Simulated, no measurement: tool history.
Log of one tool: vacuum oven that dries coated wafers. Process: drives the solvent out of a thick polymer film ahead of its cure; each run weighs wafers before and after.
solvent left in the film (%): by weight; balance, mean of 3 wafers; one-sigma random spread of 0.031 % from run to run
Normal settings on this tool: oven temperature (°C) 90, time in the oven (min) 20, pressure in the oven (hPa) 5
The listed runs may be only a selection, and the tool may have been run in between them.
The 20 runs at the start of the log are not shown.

run 21 hour=283.4 | oven_temperature_(°C)=96 time_in_the_oven_(min)=20 pressure_in_the_oven_(hPa)=9.52 | solvent_left_in_the_film_(%)=1.44
run 22 hour=297.1 | oven_temperature_(°C)=102 time_in_the_oven_(min)=17 pressure_in_the_oven_(hPa)=8.09 | solvent_left_in_the_film_(%)=0.78
run 23 hour=306.7 | oven_temperature_(°C)=102 time_in_the_oven_(min)=17 pressure_in_the_oven_(hPa)=8.09 | solvent_left_in_the_film_(%)=0.82
run 24 hour=321.3 | oven_temperature_(°C)=102 time_in_the_oven_(min)=29 pressure_in_the_oven_(hPa)=11.18 | solvent_left_in_the_film_(%)=0.57
run 25 hour=336.9 | oven_temperature_(°C)=94 time_in_the_oven_(min)=29 pressure_in_the_oven_(hPa)=3.81 | solvent_left_in_the_film_(%)=0.71
run 26 hour=346.7 | oven_temperature_(°C)=89 time_in_the_oven_(min)=11 pressure_in_the_oven_(hPa)=5.59 | solvent_left_in_the_film_(%)=5.55
run 27 hour=356.3 | oven_temperature_(°C)=89 time_in_the_oven_(min)=11 pressure_in_the_oven_(hPa)=5.59 | solvent_left_in_the_film_(%)=5.57
run 28 hour=370.1 | oven_temperature_(°C)=104 time_in_the_oven_(min)=17 pressure_in_the_oven_(hPa)=3.3 | solvent_left_in_the_film_(%)=0.45
run 29 hour=379.6 | oven_temperature_(°C)=98 time_in_the_oven_(min)=32 pressure_in_the_oven_(hPa)=19.16 | solvent_left_in_the_film_(%)=1.07
run 30 hour=389.6 | oven_temperature_(°C)=99 time_in_the_oven_(min)=36 pressure_in_the_oven_(hPa)=2.52 | solvent_left_in_the_film_(%)=0.24
run 31 hour=397.4 | oven_temperature_(°C)=93 time_in_the_oven_(min)=20 pressure_in_the_oven_(hPa)=9.59 | solvent_left_in_the_film_(%)=1.98
run 32 hour=408.6 | oven_temperature_(°C)=103 time_in_the_oven_(min)=20 pressure_in_the_oven_(hPa)=10.58 | solvent_left_in_the_film_(%)=0.63
run 33 hour=416.2 | oven_temperature_(°C)=82 time_in_the_oven_(min)=18 pressure_in_the_oven_(hPa)=7.68 | solvent_left_in_the_film_(%)=5.71
run 34 hour=426.9 | oven_temperature_(°C)=82 time_in_the_oven_(min)=17 pressure_in_the_oven_(hPa)=10.12 | solvent_left_in_the_film_(%)=6.07
run 35 hour=437.5 | oven_temperature_(°C)=100 time_in_the_oven_(min)=20 pressure_in_the_oven_(hPa)=5 | solvent_left_in_the_film_(%)=0.68
run 36 hour=452.9 | oven_temperature_(°C)=100 time_in_the_oven_(min)=20 pressure_in_the_oven_(hPa)=5 | solvent_left_in_the_film_(%)=0.65
run 37 hour=469.1 | oven_temperature_(°C)=90 time_in_the_oven_(min)=14 pressure_in_the_oven_(hPa)=11.57 | solvent_left_in_the_film_(%)=4.24
run 38 hour=483.7 | oven_temperature_(°C)=90 time_in_the_oven_(min)=14 pressure_in_the_oven_(hPa)=11.57 | solvent_left_in_the_film_(%)=4.32
run 39 hour=500.5 | oven_temperature_(°C)=90 time_in_the_oven_(min)=14 pressure_in_the_oven_(hPa)=11.57 | solvent_left_in_the_film_(%)=4.24
run 40 hour=516.9 | oven_temperature_(°C)=76 time_in_the_oven_(min)=13 pressure_in_the_oven_(hPa)=5 | solvent_left_in_the_film_(%)=8.82

Alternative continuations, all from the tool just after run 40; predict every row:
run A hour=526.9 | oven_temperature_(°C)=90 time_in_the_oven_(min)=28 pressure_in_the_oven_(hPa)=5 | solvent_left_in_the_film_(%)=?
run B hour=526.9 | oven_temperature_(°C)=82 time_in_the_oven_(min)=13 pressure_in_the_oven_(hPa)=3.53 | solvent_left_in_the_film_(%)=?
run C hour=526.9 | oven_temperature_(°C)=90 time_in_the_oven_(min)=32 pressure_in_the_oven_(hPa)=8.9 | solvent_left_in_the_film_(%)=?
run D hour=526.9 | oven_temperature_(°C)=76 time_in_the_oven_(min)=17 pressure_in_the_oven_(hPa)=13.47 | solvent_left_in_the_film_(%)=?

run=A solvent_left_in_the_film_(%)=1.39
run=B solvent_left_in_the_film_(%)=6.95
run=C solvent_left_in_the_film_(%)=1.32
run=D solvent_left_in_the_film_(%)=8.35
Had the tool no hidden state, the same runs would have come out as:
run=A solvent_left_in_the_film_(%)=1.51
run=B solvent_left_in_the_film_(%)=7.26
run=C solvent_left_in_the_film_(%)=1.41
run=D solvent_left_in_the_film_(%)=8.64
